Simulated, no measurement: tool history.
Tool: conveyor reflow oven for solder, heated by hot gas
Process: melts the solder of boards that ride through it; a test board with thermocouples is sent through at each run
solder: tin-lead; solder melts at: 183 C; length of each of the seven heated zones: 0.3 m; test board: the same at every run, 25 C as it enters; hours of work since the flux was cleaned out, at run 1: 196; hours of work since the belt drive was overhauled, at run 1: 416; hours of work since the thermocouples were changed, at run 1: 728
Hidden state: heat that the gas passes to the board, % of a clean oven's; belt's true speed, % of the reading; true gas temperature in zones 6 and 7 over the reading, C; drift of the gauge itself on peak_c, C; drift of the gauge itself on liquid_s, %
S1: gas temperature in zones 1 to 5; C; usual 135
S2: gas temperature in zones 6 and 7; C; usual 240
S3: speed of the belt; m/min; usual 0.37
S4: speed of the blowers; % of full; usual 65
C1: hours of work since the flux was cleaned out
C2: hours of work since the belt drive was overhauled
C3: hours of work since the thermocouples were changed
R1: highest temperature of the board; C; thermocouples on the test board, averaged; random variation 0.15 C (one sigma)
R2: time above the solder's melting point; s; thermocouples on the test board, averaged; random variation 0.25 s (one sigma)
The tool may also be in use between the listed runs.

| run | hour | S1 | S2 | S3 | S4 | C1 | C2 | C3 | R1 | R2 |
|---|---|---|---|---|---|---|---|---|---|---|
| 1 | 0 | 135 | 240 | 0.37 | 65 | 196 | 416 | 728 | 227.3 | 81.9 |
| 2 | 9 | 135 | 240 | 0.37 | 65 | 203 | 423 | 734 | 227.2 | 82.2 |
| 3 | 26.1 | 135 | 240 | 0.37 | 65 | 215 | 435 | 746 | 227.2 | 82 |
| 4 | 43.9 | 135 | 240 | 0.37 | 65 | 227 | 447 | 759 | 226.9 | 81.9 |
| 5 | 57 | 135 | 240 | 0.37 | 65 | 237 | 457 | 768 | 227.1 | 82.1 |
| 6 | 72.5 | 135 | 240 | 0.37 | 65 | 248 | 468 | 779 | 227.2 | 82 |
|  | 89.4 | thermocouples of zones 6 and 7 changed |
| 7 | 92.2 | 135 | 238 | 0.37 | 65 | 260 | 480 | 2 | 223.7 | 79.3 |
| 8 | 101.7 | 144 | 240 | 0.37 | 65 | 267 | 487 | 9 | 226.9 | 85.4 |
| 9 | 117.7 | 144 | 240 | 0.37 | 65 | 278 | 499 | 20 | 227 | 85.7 |
| 10 | 133.1 | 138 | 240 | 0.37 | 65 | 289 | 509 | 31 | 226.1 | 82.3 |
| 11 | 143.4 | 138 | 240 | 0.37 | 65 | 297 | 517 | 38 | 225.9 | 82.2 |
| 12 | 159 | 135 | 240 | 0.37 | 76 | 308 | 528 | 49 | 228.1 | 83.3 |
| 13 | 174.5 | 135 | 240 | 0.37 | 65 | 319 | 539 | 61 | 225.6 | 80.9 |
| 14 | 188.2 | 135 | 240 | 0.4 | 65 | 329 | 549 | 70 | 222.7 | 72.3 |
| 15 | 203.5 | 135 | 240 | 0.4 | 65 | 340 | 560 | 81 | 223.2 | 72.1 |

Run 16 comes next. What will it give?
| 16 | 211.8 | 135 | 240 | 0.4 | 65 | 345 | 565 | 87 | ? | ? |

Run 16 gave R1 223 C, R2 72.4 s.
Without the tool's hidden state the same run would have given R1 224.2 C, R2 72.4 s.
